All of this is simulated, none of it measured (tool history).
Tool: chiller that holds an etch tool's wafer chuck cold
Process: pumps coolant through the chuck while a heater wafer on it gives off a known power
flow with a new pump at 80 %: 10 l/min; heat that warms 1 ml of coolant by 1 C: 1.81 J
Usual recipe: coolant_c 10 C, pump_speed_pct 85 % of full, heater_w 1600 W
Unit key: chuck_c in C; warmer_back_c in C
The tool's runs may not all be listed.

run     day  coolant_c  pump_speed_pct  heater_w  chuck_c  warmer_back_c
  1   0.000         10              85      1600     24.8           5.15
  2   0.629         10              85      1600     24.6           5.12
  3   1.842         10              85      1600     24.7           5.19
  4   2.708         10              85      1600     24.9           5.19
  5   4.033         10              85      1600     24.8           5.16
  6   4.875         10              75      1600     26.2           5.92
  7   6.192         10              85      1243     21.5           4.07
  8   6.817         10              85      1243     21.5           3.98
  9   8.075         10              85      1243     21.5           4.03
 10   8.662         10              93      1600     23.8           4.73
 11   9.521         10              94      1600     23.9           4.71
 12  10.242         10              85      1600     24.8           5.21
 13  11.221         14              85      1600     28.8           5.17
 14  11.983         14              85      1600     29.0           5.20
 15  12.867         19              72      1419     33.8           5.38
 16  14.046         11              85      2048     30.1           6.64
 17  15.196         11              85      2048     29.9           6.59
 18  16.104         17              83      2224     38.2           7.41
 19  17.200         17              83      2224     38.2           7.42
 20  18.350         10              60      1322     25.7           6.00
 21  19.138         10              85      1226     21.6           4.02
 22  20.454         10              85       871     18.2           2.87
 23  21.362         10              71       871     19.0           3.34
 24  22.062         15              85      2100     34.6           6.81
 25  23.242         15              85      2100     34.7           6.87
 26  24.383          6              84      1122     16.6           3.72

Alternative continuations, all from the tool just after run 26; predict every row:
  A  25.004          6              97      1122        ?              ?
  B  25.004         17              68      1600        ?              ?
  C  25.004          1              62      1153        ?              ?

run  chuck_c  warmer_back_c
  A     15.5           3.19
  B     34.5           6.47
  C     14.6           5.12
With the hidden condition removed and each run's random variation left untouched, the same runs would have given:
run  chuck_c  warmer_back_c
  A     15.0           3.06
  B     33.6           6.21
  C     13.9           4.92

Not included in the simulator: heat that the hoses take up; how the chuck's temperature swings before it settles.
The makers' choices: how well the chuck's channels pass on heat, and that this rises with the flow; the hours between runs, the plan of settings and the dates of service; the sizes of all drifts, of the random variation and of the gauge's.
